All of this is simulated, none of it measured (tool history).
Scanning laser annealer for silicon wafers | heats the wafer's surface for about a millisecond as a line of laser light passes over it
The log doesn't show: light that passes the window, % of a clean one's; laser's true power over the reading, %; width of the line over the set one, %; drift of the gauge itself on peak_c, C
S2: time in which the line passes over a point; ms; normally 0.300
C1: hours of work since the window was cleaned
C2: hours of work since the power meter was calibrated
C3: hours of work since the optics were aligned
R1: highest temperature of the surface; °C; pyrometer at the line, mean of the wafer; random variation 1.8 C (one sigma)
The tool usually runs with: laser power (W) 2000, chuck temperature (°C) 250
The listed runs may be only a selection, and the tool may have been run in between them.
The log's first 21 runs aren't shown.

Run 22, day 7.250: usual settings but laser power (W) 1928, S2 0.218 ms, chuck temperature (°C) 212; C1 261; C2 224; C3 56. Result: R1 856 °C.
Run 23, day 7.546: usual settings but laser power (W) 2042, S2 0.282 ms; C1 266; C2 229; C3 62. Result: R1 1038 °C.
Run 24, day 7.788: usual settings but laser power (W) 2042, S2 0.270 ms, chuck temperature (°C) 273; C1 271; C2 233; C3 66. Result: R1 1041 °C.
Run 25, day 7.988: usual settings but laser power (W) 2042, S2 0.270 ms, chuck temperature (°C) 273; C1 274; C2 237; C3 69. Result: R1 1043 °C.
Run 26, day 8.246: usual settings but laser power (W) 2042, S2 0.270 ms, chuck temperature (°C) 273; C1 279; C2 242; C3 74. Result: R1 1042 °C.
Run 27, day 8.438: usual settings but laser power (W) 2032, S2 0.272 ms, chuck temperature (°C) 231; C1 282; C2 245; C3 77. Result: R1 999 °C.
Run 28, day 8.638: usual settings but laser power (W) 2175, S2 0.261 ms, chuck temperature (°C) 289; C1 286; C2 248; C3 81. Result: R1 1108 °C.
Run 29, day 8.850: usual settings but laser power (W) 1943, S2 0.297 ms, chuck temperature (°C) 232; C1 289; C2 252; C3 85. Result: R1 992 °C.
Run 30, day 9.067: usual settings but laser power (W) 1805, S2 0.311 ms, chuck temperature (°C) 214; C1 293; C2 256; C3 89. Result: R1 923 °C.
Run 31, day 9.404: usual settings but laser power (W) 1805, S2 0.324 ms, chuck temperature (°C) 214; C1 299; C2 262; C3 95. Result: R1 932 °C.
Run 32, day 9.696: usual settings but laser power (W) 2065, S2 0.324 ms, chuck temperature (°C) 231; C1 304; C2 267; C3 100. Result: R1 1084 °C.
Run 33, day 10.017: usual settings but laser power (W) 2065, S2 0.324 ms, chuck temperature (°C) 231; C1 310; C2 273; C3 105. Result: R1 1084 °C.
Run 34, day 10.421: usual settings but laser power (W) 1844, S2 0.324 ms, chuck temperature (°C) 247; C1 317; C2 280; C3 113. Result: R1 988 °C.
Run 35, day 10.721: usual settings but chuck temperature (°C) 215; C1 323; C2 286; C3 118. Result: R1 1004 °C.
Run 36, day 11.112: usual settings but laser power (W) 1934, S2 0.318 ms; C1 330; C2 293; C3 125. Result: R1 1029 °C.
Run 37, day 11.492: usual settings but laser power (W) 1934, S2 0.326 ms; C1 336; C2 299; C3 132. Result: R1 1038 °C.
Run 38, day 11.900: usual settings but laser power (W) 2037, S2 0.243 ms, chuck temperature (°C) 288; C1 344; C2 307; C3 139. Result: R1 1012 °C.
Run 39, day 12.267: usual settings but laser power (W) 2037, S2 0.243 ms, chuck temperature (°C) 288; C1 350; C2 313; C3 145. Result: R1 1012 °C.
Run 40, day 12.642: usual settings but laser power (W) 1889, chuck temperature (°C) 270; C1 357; C2 320; C3 152. Result: R1 1001 °C.

Forecast each of these 3 alternatives for the next run:
Run A, day 13.021: usual settings but laser power (W) 1910, S2 0.379 ms, chuck temperature (°C) 287; C1 364; C2 326; C3 159. Result: R1 ?.
Run B, day 13.021: usual settings but laser power (W) 1889, chuck temperature (°C) 254; C1 364; C2 326; C3 159. Result: R1 ?.
Run C, day 13.021: usual settings but chuck temperature (°C) 239; C1 364; C2 326; C3 159. Result: R1 ?.

run    R1
  A  1124
  B   988
  C  1026
What these runs would have given with no unlogged condition in the tool:
run    R1
  A  1136
  B   999
  C  1037

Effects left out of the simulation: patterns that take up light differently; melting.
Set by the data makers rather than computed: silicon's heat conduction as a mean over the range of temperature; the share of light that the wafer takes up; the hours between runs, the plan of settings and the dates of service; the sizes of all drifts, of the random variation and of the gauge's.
